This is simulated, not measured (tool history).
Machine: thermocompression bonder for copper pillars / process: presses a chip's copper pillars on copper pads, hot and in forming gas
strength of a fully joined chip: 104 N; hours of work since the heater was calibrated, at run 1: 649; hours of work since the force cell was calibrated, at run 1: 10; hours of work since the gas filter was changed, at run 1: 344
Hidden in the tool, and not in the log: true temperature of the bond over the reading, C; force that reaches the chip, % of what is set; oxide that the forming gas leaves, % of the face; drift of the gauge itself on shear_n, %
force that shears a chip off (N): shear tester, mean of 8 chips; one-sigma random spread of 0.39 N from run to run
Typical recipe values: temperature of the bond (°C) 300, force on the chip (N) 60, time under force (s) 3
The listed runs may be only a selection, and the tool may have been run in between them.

run     day  temperature of the bond (°C)  force on the chip (N)  time under force (s)  hours of work since the heater was calibrated  hours of work since the force cell was calibrated  hours of work since the gas filter was changed  force that shears a chip off (N)
  1   0.000                           300                     60                     3                                            649                                                 10                                             344                              41.8
  2   0.883                           300                     60                     3                                            660                                                 21                                             355                              41.2
  3   1.404                           304                     60                     3                                            666                                                 28                                             361                              43.3
  4   2.292                           300                     53                     3                                            677                                                 39                                             372                              39.3
  5   2.938                           276                     53                     3                                            685                                                 47                                             380                              27.3
  6   3.508                           317                     53                     3                                            692                                                 54                                             387                              47.7
  7   4.325                           317                     53                     3                                            702                                                 64                                             397                              46.8
  8   4.783                           292                     60                     3                                            708                                                 69                                             403                              36.7
  9   5.596                           292                     60                     3                                            718                                                 79                                             413                              37.0
      6.158  -- forming gas filter changed
 10   6.479                           272                     60                     3                                            728                                                 90                                               4                              28.8
 11   7.229                           272                     60                     3                                            737                                                 99                                              13                              28.5
 12   8.158                           300                     60                     3                                            749                                                110                                              24                              43.1
 13   8.625                           300                     60                     3                                            755                                                116                                              30                              42.9
 14   9.067                           300                     60                     3                                            760                                                122                                              36                              43.1
 15   9.983                           300                     60                     3                                            771                                                133                                              47                              42.5
 16  10.404                           300                     60                     3                                            776                                                138                                              52                              43.0
 17  11.138                           300                     60                     9                                            785                                                147                                              61                              62.3

What will run 18 give?
 18  11.708                           300                     46                     8                                            792                                                154                                              68                                 ?

Run 18 yielded force that shears a chip off (N) 53.0.
Were there no unlogged condition in the tool, this run, its random variation unchanged, would have produced force that shears a chip off (N) 57.0.
